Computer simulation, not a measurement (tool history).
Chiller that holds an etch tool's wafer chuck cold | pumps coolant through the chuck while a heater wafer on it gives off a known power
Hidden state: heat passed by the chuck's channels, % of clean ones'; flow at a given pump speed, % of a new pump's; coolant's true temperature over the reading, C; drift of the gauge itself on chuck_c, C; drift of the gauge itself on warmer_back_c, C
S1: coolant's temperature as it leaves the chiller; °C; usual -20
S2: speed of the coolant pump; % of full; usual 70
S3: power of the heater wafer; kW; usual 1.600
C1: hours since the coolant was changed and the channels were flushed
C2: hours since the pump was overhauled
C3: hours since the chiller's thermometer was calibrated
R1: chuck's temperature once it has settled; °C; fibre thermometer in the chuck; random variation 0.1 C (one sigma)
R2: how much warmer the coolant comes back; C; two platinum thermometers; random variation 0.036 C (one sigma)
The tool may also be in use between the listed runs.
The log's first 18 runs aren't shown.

run,hour,S1,S2,S3,C1,C2,C3,R1,R2
19,639.6,-20,70,0.886,3421,1991,3723,-6.5,3.97
20,680.7,-21,99,1.600,3462,2032,3764,-1.8,4.97
21,733.1,-20,86,1.458,3515,2084,3816,-0.9,5.19
22,776.9,-22,90,1.600,3559,2128,3860,-1.6,5.45
23,821.8,-22,77,1.398,3604,2173,3905,-2.2,5.57
24,849.6,-28,70,1.600,3631,2201,3933,-4.1,7.11
25,876.4,-30,96,1.600,3658,2227,3959,-10.6,5.03
26,926.6,-17,67,0.955,3708,2278,4010,-1.9,4.43
27,965.3,-16,67,1.382,3747,2316,4048,5.5,6.44
28,1002.1,-21,79,1.600,3784,2353,4085,1.1,6.24
29,1046.2,-29,95,0.947,3828,2397,4129,-17.0,3.07
30,1082.4,-30,70,1.531,3864,2433,4165,-6.7,6.77
31,1131.3,-30,70,1.531,3913,2482,4214,-6.8,6.88
32,1187.3,-30,70,1.531,3969,2538,4270,-6.7,6.88
33,1232.2,-23,68,1.011,4014,2583,4315,-7.0,4.67

Forecast each of these 3 alternatives for the next run:
A,1272.7,-24,68,0.945,4054,2624,4356,?,?
B,1272.7,-20,70,1.488,4054,2624,4356,?,?
C,1272.7,-16,68,1.540,4054,2624,4356,?,?

run,R1,R2
A,-9.1,4.37
B,2.5,6.61
C,7.9,7.16
Without the tool's hidden state the same runs would have given:
run,R1,R2
A,-10.5,4.21
B,0.5,6.37
C,5.9,6.90
